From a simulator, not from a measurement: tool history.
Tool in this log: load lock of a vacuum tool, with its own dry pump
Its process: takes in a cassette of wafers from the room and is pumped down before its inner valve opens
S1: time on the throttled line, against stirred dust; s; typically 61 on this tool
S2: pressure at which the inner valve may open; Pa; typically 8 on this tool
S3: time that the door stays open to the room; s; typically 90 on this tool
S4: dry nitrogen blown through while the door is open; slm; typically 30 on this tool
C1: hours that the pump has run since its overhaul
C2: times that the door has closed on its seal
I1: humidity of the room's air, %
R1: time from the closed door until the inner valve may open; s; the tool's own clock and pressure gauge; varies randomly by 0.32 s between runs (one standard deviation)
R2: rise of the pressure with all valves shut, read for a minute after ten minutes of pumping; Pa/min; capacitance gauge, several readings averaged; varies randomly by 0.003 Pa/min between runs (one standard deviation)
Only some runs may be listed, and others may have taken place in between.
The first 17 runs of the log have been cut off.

{"run": 18, "hour": 1622.5, "S1": 61, "S2": 15, "S3": 78, "S4": 30, "C1": 9095, "C2": 29815, "I1": 44.8, "R1": 87.7, "R2": 0.04}
{"run": 19, "hour": 1744.3, "S1": 39, "S2": 8, "S3": 90, "S4": 30, "C1": 9217, "C2": 30423, "I1": 44.2, "R1": 70.5, "R2": 0.042}
{"run": 20, "hour": 1885.8, "S1": 39, "S2": 8, "S3": 90, "S4": 30, "C1": 9359, "C2": 31130, "I1": 49.6, "R1": 70.9, "R2": 0.043}
{"run": 21, "hour": 1988.3, "S1": 39, "S2": 7, "S3": 90, "S4": 30, "C1": 9461, "C2": 31641, "I1": 45.5, "R1": 71.2, "R2": 0.041}
{"run": 22, "hour": 2059.4, "S1": 61, "S2": 8, "S3": 90, "S4": 5, "C1": 9532, "C2": 31995, "I1": 45.9, "R1": 90.2, "R2": 0.074}
{"run": 23, "hour": 2182.6, "S1": 100, "S2": 14, "S3": 90, "S4": 23, "C1": 9655, "C2": 32610, "I1": 43, "R1": 121.5, "R2": 0.042}
{"run": 24, "hour": 2250.1, "S1": 40, "S2": 12, "S3": 90, "S4": 30, "C1": 9723, "C2": 32947, "I1": 45.9, "R1": 70.7, "R2": 0.044}
{"run": 25, "hour": 2315.0, "S1": 40, "S2": 12, "S3": 90, "S4": 30, "C1": 9788, "C2": 33271, "I1": 46.3, "R1": 69.7, "R2": 0.045}
{"run": 26, "hour": 2412.6, "S1": 85, "S2": 7, "S3": 90, "S4": 29, "C1": 9885, "C2": 33758, "I1": 44.5, "R1": 110.5, "R2": 0.043}
{"run": 27, "hour": 2526.7, "S1": 58, "S2": 11, "S3": 118, "S4": 12, "C1": 10000, "C2": 34328, "I1": 43, "R1": 86, "R2": 0.06}
{"run": 28, "hour": 2611.0, "S1": 33, "S2": 11, "S3": 90, "S4": 30, "C1": 10084, "C2": 34748, "I1": 43.7, "R1": 64.5, "R2": 0.038}
{"run": 29, "hour": 2734.0, "S1": 42, "S2": 9, "S3": 71, "S4": 5, "C1": 10207, "C2": 35362, "I1": 43.8, "R1": 73.2, "R2": 0.062}
{"hour": 2775.8, "done": "dry pump taken out, an overhauled one fitted"}
{"run": 30, "hour": 2878.4, "S1": 42, "S2": 9, "S3": 71, "S4": 5, "C1": 103, "C2": 36053, "I1": 43, "R1": 72.9, "R2": 0.054}
{"run": 31, "hour": 2959.6, "S1": 42, "S2": 9, "S3": 71, "S4": 5, "C1": 184, "C2": 36458, "I1": 43, "R1": 72.7, "R2": 0.061}

Forecast each of these 4 alternatives for the next run:
{"run": "A", "hour": 3062.1, "S1": 51, "S2": 16, "S3": 40, "S4": 30, "C1": 286, "C2": 36969, "I1": 45.1, "R1": "?", "R2": "?"}
{"run": "B", "hour": 3062.1, "S1": 64, "S2": 8, "S3": 222, "S4": 10, "C1": 286, "C2": 36969, "I1": 44.6, "R1": "?", "R2": "?"}
{"run": "C", "hour": 3062.1, "S1": 42, "S2": 9, "S3": 27, "S4": 5, "C1": 286, "C2": 36969, "I1": 45.5, "R1": "?", "R2": "?"}
{"run": "D", "hour": 3062.1, "S1": 42, "S2": 13, "S3": 170, "S4": 5, "C1": 286, "C2": 36969, "I1": 42.9, "R1": "?", "R2": "?"}

run=A R1=78.5 R2=0.036
run=B R1=92.9 R2=0.087
run=C R1=73.7 R2=0.049
run=D R1=71.2 R2=0.084
The same runs, with their run-to-run variation unchanged, on a tool lacking any hidden condition would have given:
run=A R1=78.5 R2=0.035
run=B R1=92.9 R2=0.086
run=C R1=73.7 R2=0.048
run=D R1=71.2 R2=0.083
